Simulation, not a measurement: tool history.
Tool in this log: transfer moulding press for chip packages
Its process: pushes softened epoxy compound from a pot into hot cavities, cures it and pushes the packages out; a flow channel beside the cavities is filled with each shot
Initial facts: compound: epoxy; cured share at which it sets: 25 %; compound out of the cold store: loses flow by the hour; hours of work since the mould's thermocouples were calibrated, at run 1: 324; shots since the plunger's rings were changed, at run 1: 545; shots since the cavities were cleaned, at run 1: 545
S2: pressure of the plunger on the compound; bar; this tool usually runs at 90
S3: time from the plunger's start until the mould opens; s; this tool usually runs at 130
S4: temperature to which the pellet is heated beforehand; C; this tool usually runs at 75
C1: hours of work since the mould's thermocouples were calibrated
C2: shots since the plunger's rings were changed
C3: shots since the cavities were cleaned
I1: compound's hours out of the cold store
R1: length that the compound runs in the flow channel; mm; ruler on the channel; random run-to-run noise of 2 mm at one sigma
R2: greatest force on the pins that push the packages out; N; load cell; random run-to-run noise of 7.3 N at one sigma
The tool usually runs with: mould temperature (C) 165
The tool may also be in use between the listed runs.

{"run": 1, "hour": 0.0, "mould temperature (C)": 165, "S2": 90, "S3": 130, "S4": 75, "C1": 324, "C2": 545, "C3": 545, "I1": 13.8, "R1": 552, "R2": 577}
{"hour": 53.2, "done": "cavities cleaned with cleaning compound and waxed"}
{"run": 2, "hour": 53.2, "mould temperature (C)": 165, "S2": 90, "S3": 130, "S4": 82, "C1": 360, "C2": 1043, "C3": 0, "I1": 30.8, "R1": 502, "R2": 279}
{"run": 3, "hour": 76.9, "mould temperature (C)": 165, "S2": 90, "S3": 143, "S4": 75, "C1": 377, "C2": 1272, "C3": 229, "I1": 19.3, "R1": 530, "R2": 391}
{"run": 4, "hour": 99.4, "mould temperature (C)": 165, "S2": 90, "S3": 130, "S4": 75, "C1": 393, "C2": 1489, "C3": 446, "I1": 37.5, "R1": 483, "R2": 516}
{"run": 5, "hour": 134.0, "mould temperature (C)": 161, "S2": 90, "S3": 130, "S4": 75, "C1": 418, "C2": 1822, "C3": 779, "I1": 29.6, "R1": 514, "R2": 770}
{"hour": 162.2, "done": "cavities cleaned with cleaning compound and waxed"}
{"run": 6, "hour": 173.2, "mould temperature (C)": 165, "S2": 90, "S3": 130, "S4": 75, "C1": 445, "C2": 2185, "C3": 106, "I1": 25.3, "R1": 510, "R2": 346}
{"run": 7, "hour": 224.2, "mould temperature (C)": 165, "S2": 90, "S3": 122, "S4": 75, "C1": 481, "C2": 2677, "C3": 598, "I1": 33.3, "R1": 487, "R2": 618}
{"run": 8, "hour": 253.4, "mould temperature (C)": 165, "S2": 90, "S3": 114, "S4": 75, "C1": 502, "C2": 2958, "C3": 879, "I1": 16.0, "R1": 534, "R2": 783}
{"hour": 273.1, "done": "cavities cleaned with cleaning compound and waxed"}
{"hour": 279.7, "done": "plunger's sealing rings changed"}
{"run": 9, "hour": 296.8, "mould temperature (C)": 165, "S2": 90, "S3": 114, "S4": 75, "C1": 530, "C2": 164, "C3": 204, "I1": 31.1, "R1": 505, "R2": 516}
{"run": 10, "hour": 333.9, "mould temperature (C)": 165, "S2": 90, "S3": 114, "S4": 75, "C1": 556, "C2": 522, "C3": 562, "I1": 9.2, "R1": 565, "R2": 716}
{"run": 11, "hour": 378.6, "mould temperature (C)": 165, "S2": 90, "S3": 114, "S4": 75, "C1": 588, "C2": 953, "C3": 993, "I1": 15.6, "R1": 541, "R2": 763}
{"hour": 387.3, "done": "cavities cleaned with cleaning compound and waxed"}
{"run": 12, "hour": 418.2, "mould temperature (C)": 165, "S2": 90, "S3": 169, "S4": 74, "C1": 615, "C2": 1319, "C3": 297, "I1": 13.4, "R1": 548, "R2": 384}

Run 13 has not been measured yet. What should we expect?
{"run": 13, "hour": 469.4, "mould temperature (C)": 165, "S2": 90, "S3": 169, "S4": 74, "C1": 651, "C2": 1813, "C3": 791, "I1": 12.5, "R1": "?", "R2": "?"}

{"run 13": {"R1": 547, "R2": 486}}
On a tool with no hidden condition, and with the same random variation, this run would have come out at R1 559 mm, R2 230 N.
